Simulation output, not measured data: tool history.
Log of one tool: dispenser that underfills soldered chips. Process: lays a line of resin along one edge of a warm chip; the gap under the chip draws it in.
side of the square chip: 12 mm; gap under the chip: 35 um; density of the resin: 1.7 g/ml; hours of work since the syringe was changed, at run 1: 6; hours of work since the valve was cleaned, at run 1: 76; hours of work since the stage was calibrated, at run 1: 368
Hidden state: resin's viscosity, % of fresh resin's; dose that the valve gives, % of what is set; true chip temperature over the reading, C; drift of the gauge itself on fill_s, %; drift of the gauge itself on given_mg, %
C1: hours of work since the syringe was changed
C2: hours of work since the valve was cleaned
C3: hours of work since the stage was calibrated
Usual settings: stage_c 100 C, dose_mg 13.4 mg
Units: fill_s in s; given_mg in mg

{"run": 1, "hour": 0.0, "stage_c": 100, "dose_mg": 13.4, "C1": 6, "C2": 76, "C3": 368, "fill_s": 162, "given_mg": 12.52}
{"hour": 5.1, "done": "new syringe of resin"}
{"run": 2, "hour": 17.9, "stage_c": 100, "dose_mg": 13.4, "C1": 8, "C2": 86, "C3": 378, "fill_s": 179, "given_mg": 12.28}
{"hour": 20.8, "done": "new syringe of resin"}
{"hour": 21.8, "done": "dispensing valve cleaned and set on the balance"}
{"run": 3, "hour": 30.2, "stage_c": 95, "dose_mg": 13.4, "C1": 5, "C2": 5, "C3": 385, "fill_s": 173.8, "given_mg": 13.37}
{"hour": 36.5, "done": "new syringe of resin"}
{"run": 4, "hour": 48.4, "stage_c": 95, "dose_mg": 14.8, "C1": 7, "C2": 16, "C3": 396, "fill_s": 198.4, "given_mg": 14.58}
{"hour": 51.5, "done": "new syringe of resin"}
{"run": 5, "hour": 60.2, "stage_c": 100, "dose_mg": 13.4, "C1": 5, "C2": 23, "C3": 403, "fill_s": 153.1, "given_mg": 13.17}
{"hour": 66.3, "done": "new syringe of resin"}
{"run": 6, "hour": 69.2, "stage_c": 100, "dose_mg": 13.4, "C1": 2, "C2": 28, "C3": 408, "fill_s": 120.7, "given_mg": 13.05}
{"hour": 81.7, "done": "new syringe of resin"}
{"run": 7, "hour": 86.6, "stage_c": 100, "dose_mg": 13.4, "C1": 3, "C2": 38, "C3": 418, "fill_s": 128, "given_mg": 13}
{"hour": 89.3, "done": "stage's temperature calibrated"}
{"hour": 97.6, "done": "new syringe of resin"}
{"run": 8, "hour": 105.1, "stage_c": 100, "dose_mg": 13.4, "C1": 4, "C2": 49, "C3": 9, "fill_s": 141, "given_mg": 12.88}
{"hour": 112.7, "done": "new syringe of resin"}
{"run": 9, "hour": 115.9, "stage_c": 100, "dose_mg": 13.3, "C1": 2, "C2": 55, "C3": 16, "fill_s": 116.8, "given_mg": 12.74}
{"run": 10, "hour": 126.9, "stage_c": 100, "dose_mg": 13.3, "C1": 9, "C2": 62, "C3": 22, "fill_s": 181.5, "given_mg": 12.66}
{"hour": 128.8, "done": "new syringe of resin"}
{"hour": 144.3, "done": "new syringe of resin"}
{"run": 11, "hour": 145.0, "stage_c": 100, "dose_mg": 13.3, "C1": 0, "C2": 72, "C3": 33, "fill_s": 108.2, "given_mg": 12.47}
{"run": 12, "hour": 152.7, "stage_c": 100, "dose_mg": 13.3, "C1": 5, "C2": 77, "C3": 38, "fill_s": 146.8, "given_mg": 12.43}
{"hour": 159.0, "done": "new syringe of resin"}
{"run": 13, "hour": 167.9, "stage_c": 100, "dose_mg": 13.3, "C1": 5, "C2": 86, "C3": 47, "fill_s": 149.6, "given_mg": 12.32}
{"hour": 172.0, "done": "dispensing valve cleaned and set on the balance"}
{"hour": 175.3, "done": "new syringe of resin"}
{"run": 14, "hour": 180.0, "stage_c": 100, "dose_mg": 13.3, "C1": 3, "C2": 5, "C3": 53, "fill_s": 123.4, "given_mg": 13.15}
{"hour": 190.7, "done": "new syringe of resin"}
{"run": 15, "hour": 194.9, "stage_c": 100, "dose_mg": 13.3, "C1": 3, "C2": 13, "C3": 62, "fill_s": 123.9, "given_mg": 13.23}
{"hour": 205.6, "done": "new syringe of resin"}
{"run": 16, "hour": 211.4, "stage_c": 100, "dose_mg": 12.5, "C1": 3, "C2": 23, "C3": 72, "fill_s": 137.4, "given_mg": 12.28}
{"hour": 221.2, "done": "new syringe of resin"}
{"run": 17, "hour": 225.0, "stage_c": 100, "dose_mg": 12.5, "C1": 2, "C2": 31, "C3": 80, "fill_s": 125.4, "given_mg": 12.29}
{"hour": 236.4, "done": "new syringe of resin"}
{"run": 18, "hour": 240.8, "stage_c": 100, "dose_mg": 14.7, "C1": 3, "C2": 41, "C3": 89, "fill_s": 122.3, "given_mg": 14.16}
{"run": 19, "hour": 250.1, "stage_c": 86, "dose_mg": 12.4, "C1": 8, "C2": 46, "C3": 95, "fill_s": 276.2, "given_mg": 11.86}
{"hour": 251.7, "done": "new syringe of resin"}
{"run": 20, "hour": 262.1, "stage_c": 86, "dose_mg": 12.4, "C1": 6, "C2": 53, "C3": 102, "fill_s": 248.5, "given_mg": 11.74}
{"hour": 266.6, "done": "new syringe of resin"}
{"run": 21, "hour": 278.0, "stage_c": 97, "dose_mg": 15.6, "C1": 7, "C2": 63, "C3": 111, "fill_s": 182.5, "given_mg": 14.77}
{"hour": 282.1, "done": "new syringe of resin"}
{"run": 22, "hour": 294.0, "stage_c": 105, "dose_mg": 12.2, "C1": 7, "C2": 72, "C3": 121, "fill_s": 150.9, "given_mg": 11.33}
{"hour": 296.8, "done": "new syringe of resin"}
{"run": 23, "hour": 301.8, "stage_c": 111, "dose_mg": 13.9, "C1": 3, "C2": 77, "C3": 125, "fill_s": 97, "given_mg": 12.96}
{"hour": 313.0, "done": "new syringe of resin"}
{"run": 24, "hour": 318.8, "stage_c": 85, "dose_mg": 11.6, "C1": 3, "C2": 87, "C3": 135, "fill_s": 221.9, "given_mg": 10.81}
{"hour": 322.4, "done": "dispensing valve cleaned and set on the balance"}
{"hour": 329.2, "done": "new syringe of resin"}
{"run": 25, "hour": 336.0, "stage_c": 88, "dose_mg": 17, "C1": 4, "C2": 8, "C3": 145, "fill_s": 196.8, "given_mg": 16.94}
{"hour": 344.3, "done": "new syringe of resin"}
{"run": 26, "hour": 350.7, "stage_c": 110, "dose_mg": 16.1, "C1": 4, "C2": 17, "C3": 153, "fill_s": 104.3, "given_mg": 15.99}
{"hour": 360.0, "done": "new syringe of resin"}
{"run": 27, "hour": 368.3, "stage_c": 110, "dose_mg": 16.1, "C1": 5, "C2": 27, "C3": 164, "fill_s": 110.9, "given_mg": 15.77}

The next listed run, before its measurement:
{"hour": 375.2, "done": "new syringe of resin"}
{"run": 28, "hour": 379.0, "stage_c": 99, "dose_mg": 13.4, "C1": 2, "C2": 33, "C3": 170, "fill_s": "?", "given_mg": "?"}

fill_s: 126.6 s
given_mg: 12.96 mg
Without the tool's hidden state the same run would have given fill_s 107.1 s, given_mg 13.34 mg.
